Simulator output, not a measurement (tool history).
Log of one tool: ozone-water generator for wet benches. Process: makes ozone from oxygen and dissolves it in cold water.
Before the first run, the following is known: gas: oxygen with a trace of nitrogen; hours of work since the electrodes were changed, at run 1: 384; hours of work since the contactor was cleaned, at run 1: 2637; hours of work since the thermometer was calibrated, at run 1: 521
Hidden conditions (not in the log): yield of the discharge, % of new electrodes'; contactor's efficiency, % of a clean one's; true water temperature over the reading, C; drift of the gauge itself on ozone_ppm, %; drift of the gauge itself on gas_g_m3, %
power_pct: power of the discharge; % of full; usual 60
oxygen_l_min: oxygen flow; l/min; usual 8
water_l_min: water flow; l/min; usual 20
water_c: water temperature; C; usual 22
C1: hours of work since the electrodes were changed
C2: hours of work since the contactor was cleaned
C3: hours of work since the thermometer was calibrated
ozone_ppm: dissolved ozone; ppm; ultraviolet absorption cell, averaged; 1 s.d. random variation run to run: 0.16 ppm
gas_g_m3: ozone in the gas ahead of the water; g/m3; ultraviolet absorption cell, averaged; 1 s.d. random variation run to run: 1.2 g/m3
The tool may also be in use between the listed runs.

run 1 hour=0 | power_pct=60 oxygen_l_min=8 water_l_min=20 water_c=22 | C1=384 C2=2637 C3=521 | ozone_ppm=21.5 gas_g_m3=226.4
run 2 hour=30.3 | power_pct=60 oxygen_l_min=8 water_l_min=20 water_c=22 | C1=407 C2=2660 C3=544 | ozone_ppm=21.3 gas_g_m3=224
run 3 hour=54 | power_pct=60 oxygen_l_min=8 water_l_min=20 water_c=22 | C1=426 C2=2679 C3=563 | ozone_ppm=21.7 gas_g_m3=227
run 4 hour=97.4 | power_pct=60 oxygen_l_min=8 water_l_min=20 water_c=27 | C1=460 C2=2712 C3=597 | ozone_ppm=19.4 gas_g_m3=226.9
run 5 hour=141.1 | power_pct=60 oxygen_l_min=13.38 water_l_min=20 water_c=22 | C1=494 C2=2747 C3=631 | ozone_ppm=18.1 gas_g_m3=162.8
run 6 hour=182.1 | power_pct=60 oxygen_l_min=13.38 water_l_min=20 water_c=22 | C1=526 C2=2779 C3=663 | ozone_ppm=18.1 gas_g_m3=162.1
run 7 hour=223.1 | power_pct=60 oxygen_l_min=13.38 water_l_min=20 water_c=22 | C1=558 C2=2810 C3=695 | ozone_ppm=18.4 gas_g_m3=162.2
run 8 hour=263.5 | power_pct=60 oxygen_l_min=8 water_l_min=20 water_c=25 | C1=589 C2=2842 C3=726 | ozone_ppm=20.5 gas_g_m3=227.6
run 9 hour=291.2 | power_pct=60 oxygen_l_min=8 water_l_min=20 water_c=25 | C1=611 C2=2864 C3=748 | ozone_ppm=20.3 gas_g_m3=227.4
run 10 hour=329.3 | power_pct=44 oxygen_l_min=8 water_l_min=20 water_c=22 | C1=640 C2=2893 C3=778 | ozone_ppm=17.5 gas_g_m3=188.9
run 11 hour=371 | power_pct=44 oxygen_l_min=8 water_l_min=20 water_c=22 | C1=673 C2=2926 C3=810 | ozone_ppm=17.8 gas_g_m3=189.2
run 12 hour=390 | power_pct=44 oxygen_l_min=8 water_l_min=20 water_c=22 | C1=688 C2=2941 C3=825 | ozone_ppm=17.6 gas_g_m3=189.5
run 13 hour=414.6 | power_pct=44 oxygen_l_min=8 water_l_min=20 water_c=22 | C1=707 C2=2960 C3=844 | ozone_ppm=17.7 gas_g_m3=190.3
run 14 hour=446.5 | power_pct=44 oxygen_l_min=8 water_l_min=20 water_c=22 | C1=732 C2=2985 C3=869 | ozone_ppm=18.1 gas_g_m3=190.1
run 15 hour=481.8 | power_pct=44 oxygen_l_min=8 water_l_min=20 water_c=22 | C1=759 C2=3012 C3=896 | ozone_ppm=17.6 gas_g_m3=190
run 16 hour=524.5 | power_pct=44 oxygen_l_min=4.69 water_l_min=20 water_c=22 | C1=793 C2=3045 C3=930 | ozone_ppm=19.6 gas_g_m3=268.7
run 17 hour=554 | power_pct=60 oxygen_l_min=8 water_l_min=20 water_c=22 | C1=816 C2=3068 C3=953 | ozone_ppm=21.9 gas_g_m3=228.9
run 18 hour=575.1 | power_pct=40 oxygen_l_min=9.08 water_l_min=20 water_c=22 | C1=832 C2=3085 C3=969 | ozone_ppm=16.4 gas_g_m3=164.7
run 19 hour=602.7 | power_pct=40 oxygen_l_min=9.08 water_l_min=20 water_c=22 | C1=854 C2=3106 C3=991 | ozone_ppm=16 gas_g_m3=165.3
run 20 hour=630.7 | power_pct=43 oxygen_l_min=9.49 water_l_min=20 water_c=20 | C1=875 C2=3128 C3=1013 | ozone_ppm=17.2 gas_g_m3=167.6
run 21 hour=668.5 | power_pct=43 oxygen_l_min=9.49 water_l_min=20 water_c=20 | C1=905 C2=3158 C3=1042 | ozone_ppm=17.3 gas_g_m3=168.6
run 22 hour=694.9 | power_pct=43 oxygen_l_min=9.49 water_l_min=20 water_c=20 | C1=926 C2=3178 C3=1063 | ozone_ppm=17.3 gas_g_m3=168
run 23 hour=736.2 | power_pct=43 oxygen_l_min=9.49 water_l_min=20 water_c=15 | C1=958 C2=3211 C3=1095 | ozone_ppm=19.1 gas_g_m3=166.3
run 24 hour=766.7 | power_pct=70 oxygen_l_min=14.09 water_l_min=19 water_c=15 | C1=982 C2=3234 C3=1119 | ozone_ppm=23.9 gas_g_m3=175.5
run 25 hour=802.5 | power_pct=77 oxygen_l_min=12.29 water_l_min=20 water_c=22 | C1=1009 C2=3262 C3=1147 | ozone_ppm=22 gas_g_m3=203.8
run 26 hour=827.9 | power_pct=77 oxygen_l_min=4.24 water_l_min=14 water_c=15 | C1=1029 C2=3282 C3=1166 | ozone_ppm=42.3 gas_g_m3=412.2
run 27 hour=868.9 | power_pct=77 oxygen_l_min=4.24 water_l_min=14 water_c=15 | C1=1061 C2=3314 C3=1198 | ozone_ppm=41.8 gas_g_m3=410.9
run 28 hour=900.9 | power_pct=51 oxygen_l_min=8 water_l_min=20 water_c=22 | C1=1086 C2=3339 C3=1223 | ozone_ppm=19.4 gas_g_m3=209.6
run 29 hour=936.6 | power_pct=51 oxygen_l_min=8 water_l_min=20 water_c=22 | C1=1114 C2=3367 C3=1251 | ozone_ppm=19.4 gas_g_m3=206.8
run 30 hour=956.2 | power_pct=51 oxygen_l_min=8 water_l_min=20 water_c=22 | C1=1129 C2=3382 C3=1266 | ozone_ppm=19.3 gas_g_m3=209.3
run 31 hour=978.8 | power_pct=64 oxygen_l_min=6.98 water_l_min=27 water_c=15 | C1=1147 C2=3400 C3=1284 | ozone_ppm=19.9 gas_g_m3=263.6
-- hour=1001.9 gauge calibrated
run 32 hour=1014.4 | power_pct=71 oxygen_l_min=4.87 water_l_min=25 water_c=26 | C1=1175 C2=3427 C3=1312 | ozone_ppm=20.4 gas_g_m3=347.4
run 33 hour=1039.5 | power_pct=60 oxygen_l_min=11.47 water_l_min=20 water_c=21 | C1=1194 C2=3447 C3=1331 | ozone_ppm=19.7 gas_g_m3=179

4 options for the next run, each taken on its own from the tool as it stands now. Forecast them:
run A hour=1082.3 | power_pct=60 oxygen_l_min=11.47 water_l_min=20 water_c=27 | C1=1228 C2=3480 C3=1365 | ozone_ppm=? gas_g_m3=?
run B hour=1082.3 | power_pct=58 oxygen_l_min=11.47 water_l_min=20 water_c=23 | C1=1228 C2=3480 C3=1365 | ozone_ppm=? gas_g_m3=?
run C hour=1082.3 | power_pct=60 oxygen_l_min=5.26 water_l_min=27 water_c=19 | C1=1228 C2=3480 C3=1365 | ozone_ppm=? gas_g_m3=?
run D hour=1082.3 | power_pct=65 oxygen_l_min=8 water_l_min=20 water_c=16 | C1=1228 C2=3480 C3=1365 | ozone_ppm=? gas_g_m3=?

run=A ozone_ppm=17.6 gas_g_m3=178.9
run=B ozone_ppm=18.6 gas_g_m3=175.5
run=C ozone_ppm=18.5 gas_g_m3=297.2
run=D ozone_ppm=25.1 gas_g_m3=236.8
With the hidden condition removed and each run's random variation left untouched, the same runs would have given:
run=A ozone_ppm=17.6 gas_g_m3=178.6
run=B ozone_ppm=18.6 gas_g_m3=175.2
run=C ozone_ppm=18.5 gas_g_m3=296.6
run=D ozone_ppm=25.1 gas_g_m3=236.4
